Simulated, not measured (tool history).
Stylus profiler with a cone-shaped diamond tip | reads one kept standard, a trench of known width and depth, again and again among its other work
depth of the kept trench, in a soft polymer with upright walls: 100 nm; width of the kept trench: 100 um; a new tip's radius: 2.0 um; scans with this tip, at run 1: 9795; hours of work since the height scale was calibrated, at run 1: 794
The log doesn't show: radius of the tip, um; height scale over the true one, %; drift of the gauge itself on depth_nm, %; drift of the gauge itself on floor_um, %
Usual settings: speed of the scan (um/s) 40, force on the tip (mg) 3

run	hour	speed of the scan (um/s)	force on the tip (mg)	scans with this tip	hours of work since the height scale was calibrated	depth of the trench (nm)	width of the trench's floor (µm)
1	0	40	3	9795	794	101.02	98.22
2	41.4	40	3	10143	822	101.03	98.13
3	90.1	40	3	10553	856	101.02	98.22
4	154.4	40	3	11094	899	101.06	98.16
5	190.5	40	1.9	11398	924	100.79	98.1
6	243.3	40	1.9	11842	960	100.79	98.1
7	288.7	40	1.9	12223	991	100.79	98.1
8	324.4	40	1.9	12524	1015	100.81	98.05
9	359.2	40	1.9	12817	1039	100.8	98.08
10	396.1	40	1.9	13127	1064	100.83	97.95
11	447.6	40	1.9	13559	1099	100.84	98.01
12	492.2	40	3	13935	1130	101.07	98.06
13	549.8	40	3	14419	1169	101.1	97.99
14	584.5	40	7.73	14711	1193	101.95	98.02
15	657.5	40	7.73	15325	1242	101.95	97.96
16	728.3	40	7.73	15921	1291	101.98	98
17	771	40	6.99	16280	1320	101.8	97.94
18	816.5	40	6.99	16663	1351	101.83	97.91
# hour 834.4: new tip fitted, height scale calibrated
19	868.9	40	6.99	290	24	101.69	98.71
20	915.5	40	6.99	682	55	101.66	98.67
21	984	137	8.97	1258	102	102	98.51
22	1036	135	1.44	1696	137	100.59	98.24
23	1078	11	3.31	2049	166	101.04	98.64
24	1125	11	3.31	2445	198	101.01	98.62
25	1183.9	22	3	2940	238	100.95	98.57
26	1255.7	21	2.49	3544	287	100.87	98.52
27	1331	63	1.28	4177	339	100.6	98.35
28	1401.5	63	1.28	4770	387	100.59	98.31
29	1458.6	34	4.27	5250	426	101.3	98.4
30	1511.6	34	4.27	5696	462	101.27	98.35
31	1567.5	43	8.5	6166	500	101.97	98.34
32	1638.4	18	3.03	6763	548	101.04	98.33
33	1675.9	18	3.03	7078	574	101.01	98.39
34	1739.9	65	1.6	7616	617	100.68	98.16
35	1785.9	31	4.84	8004	649	101.39	98.31
36	1842.6	31	4.84	8480	688	101.44	98.26
37	1901.9	31	4.84	8979	728	101.39	98.2
38	1953.8	31	4.84	9415	763	101.4	98.22
39	1995.5	31	4.84	9766	792	101.39	98.26
40	2054.1	21	2.74	10259	832	100.99	98.18

How the hidden state differs across the entries between the runs, from the last listed run before each to the first after it:
Between runs 18 and 19: new tip fitted, height scale calibrated (hour 834.4)
  radius of the tip, um: 5.08 -> 2.01; height scale over the true one, %: 0.144 -> -0.013
  measured less the result without the state, depth of the trench (nm): +0.15 -> -0.01; width of the trench's floor (µm): -0.76 -> -0.01

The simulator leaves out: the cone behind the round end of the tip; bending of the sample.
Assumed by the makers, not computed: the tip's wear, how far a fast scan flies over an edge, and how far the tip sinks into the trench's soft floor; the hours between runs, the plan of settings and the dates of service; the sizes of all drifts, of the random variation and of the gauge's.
